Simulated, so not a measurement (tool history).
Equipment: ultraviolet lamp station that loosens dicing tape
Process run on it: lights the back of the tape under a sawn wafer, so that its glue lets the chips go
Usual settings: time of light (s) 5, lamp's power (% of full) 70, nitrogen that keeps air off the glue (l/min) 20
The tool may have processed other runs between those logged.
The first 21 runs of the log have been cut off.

| run | hour | time of light (s) | lamp's power (% of full) | nitrogen that keeps air off the glue (l/min) | force that peels the tape off (N) | light that reached the tape (mJ/cm²) |
|---|---|---|---|---|---|---|
| 22 | 214.6 | 5 | 70 | 6 | 0.919 | 430 |
| 23 | 227.2 | 3 | 70 | 6 | 1.696 | 258 |
| 24 | 234.9 | 3 | 70 | 6 | 1.652 | 258 |
| 25 | 245.4 | 3 | 79 | 10 | 1.223 | 290 |
| 26 | 255.8 | 4 | 68 | 19 | 0.793 | 335 |
| 27 | 268.5 | 3 | 70 | 13 | 1.323 | 258 |
| 28 | 274.7 | 2 | 73 | 17 | 1.781 | 180 |
| 29 | 280.4 | 3 | 73 | 36 | 0.928 | 264 |
| 30 | 289.2 | 5 | 67 | 11 | 0.810 | 405 |

The next listed run, before its measurement:
| 31 | 299.1 | 2 | 99 | 13 | ? | ? |

Run 31 produced force that peels the tape off (N) 1.435, light that reached the tape (mJ/cm²) 243.
On a tool with no hidden condition, and with the same random variation, this run would have come out at force that peels the tape off (N) 1.165, light that reached the tape (mJ/cm²) 291.

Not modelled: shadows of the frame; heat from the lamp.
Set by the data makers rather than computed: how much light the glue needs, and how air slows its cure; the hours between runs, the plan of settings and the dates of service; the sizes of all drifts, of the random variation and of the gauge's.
